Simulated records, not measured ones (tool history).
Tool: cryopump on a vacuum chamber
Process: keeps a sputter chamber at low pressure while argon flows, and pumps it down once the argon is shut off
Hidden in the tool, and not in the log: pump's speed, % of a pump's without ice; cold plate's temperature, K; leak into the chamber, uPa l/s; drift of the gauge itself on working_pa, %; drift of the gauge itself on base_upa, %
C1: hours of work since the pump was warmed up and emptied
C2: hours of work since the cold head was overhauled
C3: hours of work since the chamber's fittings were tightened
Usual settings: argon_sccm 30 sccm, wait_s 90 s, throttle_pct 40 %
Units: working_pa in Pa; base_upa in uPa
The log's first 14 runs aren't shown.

{"run": 15, "day": 19.329, "argon_sccm": 30, "wait_s": 90, "throttle_pct": 40, "C1": 84, "C2": 1262, "C3": 3436, "working_pa": 0.0754, "base_upa": 2.74}
{"run": 16, "day": 20.858, "argon_sccm": 30, "wait_s": 90, "throttle_pct": 40, "C1": 115, "C2": 1294, "C3": 3467, "working_pa": 0.0747, "base_upa": 2.82}
{"run": 17, "day": 21.958, "argon_sccm": 30, "wait_s": 90, "throttle_pct": 40, "C1": 138, "C2": 1316, "C3": 3490, "working_pa": 0.0765, "base_upa": 2.87}
{"run": 18, "day": 24.046, "argon_sccm": 19, "wait_s": 90, "throttle_pct": 40, "C1": 180, "C2": 1359, "C3": 3532, "working_pa": 0.0483, "base_upa": 2.77}
{"run": 19, "day": 25.788, "argon_sccm": 30, "wait_s": 50, "throttle_pct": 16, "C1": 216, "C2": 1394, "C3": 3568, "working_pa": 0.1896, "base_upa": 3.54}
{"run": 20, "day": 27.112, "argon_sccm": 40, "wait_s": 90, "throttle_pct": 40, "C1": 243, "C2": 1421, "C3": 3595, "working_pa": 0.1027, "base_upa": 2.9}
{"run": 21, "day": 28.392, "argon_sccm": 24, "wait_s": 163, "throttle_pct": 40, "C1": 269, "C2": 1447, "C3": 3621, "working_pa": 0.0617, "base_upa": 2.55}
{"run": 22, "day": 29.567, "argon_sccm": 24, "wait_s": 163, "throttle_pct": 15, "C1": 293, "C2": 1471, "C3": 3645, "working_pa": 0.1615, "base_upa": 2.66}
{"run": 23, "day": 31.246, "argon_sccm": 33, "wait_s": 219, "throttle_pct": 33, "C1": 327, "C2": 1506, "C3": 3679, "working_pa": 0.1023, "base_upa": 2.46}
{"run": 24, "day": 32.967, "argon_sccm": 33, "wait_s": 219, "throttle_pct": 21, "C1": 363, "C2": 1541, "C3": 3715, "working_pa": 0.1597, "base_upa": 2.54}
{"run": 25, "day": 34.988, "argon_sccm": 51, "wait_s": 23, "throttle_pct": 30, "C1": 404, "C2": 1582, "C3": 3756, "working_pa": 0.1753, "base_upa": 5.83}
{"run": 26, "day": 36.258, "argon_sccm": 22, "wait_s": 38, "throttle_pct": 55, "C1": 430, "C2": 1608, "C3": 3782, "working_pa": 0.0423, "base_upa": 4.32}
{"run": 27, "day": 37.642, "argon_sccm": 17, "wait_s": 59, "throttle_pct": 32, "C1": 458, "C2": 1636, "C3": 3810, "working_pa": 0.0553, "base_upa": 3.53}
{"run": 28, "day": 39.262, "argon_sccm": 17, "wait_s": 59, "throttle_pct": 32, "C1": 491, "C2": 1669, "C3": 3843, "working_pa": 0.0555, "base_upa": 3.69}
{"day": 39.546, "done": "leaking fittings of the chamber tightened, without venting"}
{"run": 29, "day": 40.475, "argon_sccm": 17, "wait_s": 59, "throttle_pct": 32, "C1": 514, "C2": 1692, "C3": 19, "working_pa": 0.0562, "base_upa": 1.62}
{"run": 30, "day": 41.6, "argon_sccm": 32, "wait_s": 59, "throttle_pct": 40, "C1": 537, "C2": 1715, "C3": 42, "working_pa": 0.0847, "base_upa": 1.6}
{"run": 31, "day": 42.921, "argon_sccm": 30, "wait_s": 125, "throttle_pct": 40, "C1": 564, "C2": 1742, "C3": 69, "working_pa": 0.0804, "base_upa": 0.92}
{"run": 32, "day": 43.804, "argon_sccm": 30, "wait_s": 125, "throttle_pct": 40, "C1": 582, "C2": 1760, "C3": 87, "working_pa": 0.0806, "base_upa": 0.91}
{"run": 33, "day": 45.792, "argon_sccm": 30, "wait_s": 125, "throttle_pct": 40, "C1": 623, "C2": 1801, "C3": 128, "working_pa": 0.081, "base_upa": 0.98}
{"run": 34, "day": 46.925, "argon_sccm": 30, "wait_s": 102, "throttle_pct": 56, "C1": 646, "C2": 1824, "C3": 151, "working_pa": 0.059, "base_upa": 1.06}
{"run": 35, "day": 48.862, "argon_sccm": 48, "wait_s": 90, "throttle_pct": 15, "C1": 686, "C2": 1864, "C3": 190, "working_pa": 0.3273, "base_upa": 1.21}

3 ways to go on from here, each from the tool as it stands after run 35. What would each give?
{"run": "A", "day": 50.825, "argon_sccm": 30, "wait_s": 38, "throttle_pct": 40, "C1": 726, "C2": 1904, "C3": 230, "working_pa": "?", "base_upa": "?"}
{"run": "B", "day": 50.825, "argon_sccm": 48, "wait_s": 149, "throttle_pct": 15, "C1": 726, "C2": 1904, "C3": 230, "working_pa": "?", "base_upa": "?"}
{"run": "C", "day": 50.825, "argon_sccm": 16, "wait_s": 28, "throttle_pct": 32, "C1": 726, "C2": 1904, "C3": 230, "working_pa": "?", "base_upa": "?"}

run=A working_pa=0.0827 base_upa=2.45
run=B working_pa=0.3313 base_upa=0.93
run=C working_pa=0.0539 base_upa=3.19
Without the tool's hidden state the same runs would have given:
run=A working_pa=0.0746 base_upa=2.24
run=B working_pa=0.3184 base_upa=0.72
run=C working_pa=0.0496 base_upa=2.98
